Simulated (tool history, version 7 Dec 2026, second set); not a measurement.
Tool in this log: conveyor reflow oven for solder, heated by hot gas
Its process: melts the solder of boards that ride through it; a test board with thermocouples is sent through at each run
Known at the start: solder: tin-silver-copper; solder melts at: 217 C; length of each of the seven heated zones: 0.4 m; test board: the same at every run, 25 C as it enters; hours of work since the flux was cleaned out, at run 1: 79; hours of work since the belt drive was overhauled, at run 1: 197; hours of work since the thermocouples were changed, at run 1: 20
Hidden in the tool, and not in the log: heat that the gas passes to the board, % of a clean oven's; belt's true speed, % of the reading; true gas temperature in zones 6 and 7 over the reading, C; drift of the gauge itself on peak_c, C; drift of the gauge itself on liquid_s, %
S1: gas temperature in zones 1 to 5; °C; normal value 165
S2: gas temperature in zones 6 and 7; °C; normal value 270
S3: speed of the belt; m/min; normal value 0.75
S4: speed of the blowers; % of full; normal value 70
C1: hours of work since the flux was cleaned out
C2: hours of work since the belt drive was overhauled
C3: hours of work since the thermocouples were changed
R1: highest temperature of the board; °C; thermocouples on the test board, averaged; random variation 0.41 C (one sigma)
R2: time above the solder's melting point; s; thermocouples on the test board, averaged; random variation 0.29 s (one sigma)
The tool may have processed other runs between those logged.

run	hour	S1	S2	S3	S4	C1	C2	C3	R1	R2
1	0	165	270	0.75	70	79	197	20	253.2	46.3
2	16.6	165	270	0.75	70	88	206	29	253.3	46.1
3	37.7	165	270	0.75	53	99	216	39	246.7	39.7
4	58.5	165	270	0.75	53	109	227	50	246	39.9
5	70.4	165	280	0.75	70	115	233	56	262.1	50.5
6	81	165	280	0.75	70	121	238	61	262.1	50.5
7	104.8	165	280	0.75	70	133	251	74	262.7	50.8
8	130.6	151	280	0.75	70	146	264	87	260.5	46.2
9	145.5	151	280	0.75	70	154	271	94	259.9	46.7
10	166.9	151	280	0.75	70	165	282	105	260.1	46.2
11	189.6	151	280	0.75	70	176	294	117	259.6	46.4
12	203.3	151	280	0.75	70	183	301	124	260.4	46.5
13	225.5	169	273	0.607	66	195	312	135	262.1	65
14	237.7	151	270	0.75	82	201	318	141	254.4	44.1
15	257.2	151	269	0.891	82	211	328	151	248.1	32.5
16	268.4	151	269	0.891	82	216	334	157	248	32.7
17	293.5	165	268	0.75	55	229	347	170	245.6	38.9
18	319.5	156	281	0.814	58	242	360	183	252.3	38.6
19	332.2	156	281	0.814	58	249	367	190	251.7	38.4
20	347.9	156	281	0.814	58	257	375	198	252.3	38.3
21	363	177	279	0.75	68	265	382	205	261.8	54
22	383.4	177	279	0.75	68	275	393	216	262.8	53.8

Forecast each of these 3 alternatives for the next run:
A	400.9	165	270	0.873	80	284	402	225	?	?
B	400.9	177	271	0.75	52	284	402	225	?	?
C	400.9	168	277	0.75	68	284	402	225	?	?

run	R1	R2
A	251	38
B	249.7	45.8
C	259.3	49.4
Without the tool's unlogged condition, the same runs would have read:
run	R1	R2
A	251.1	38.1
B	249.8	45.9
C	259.4	49.5

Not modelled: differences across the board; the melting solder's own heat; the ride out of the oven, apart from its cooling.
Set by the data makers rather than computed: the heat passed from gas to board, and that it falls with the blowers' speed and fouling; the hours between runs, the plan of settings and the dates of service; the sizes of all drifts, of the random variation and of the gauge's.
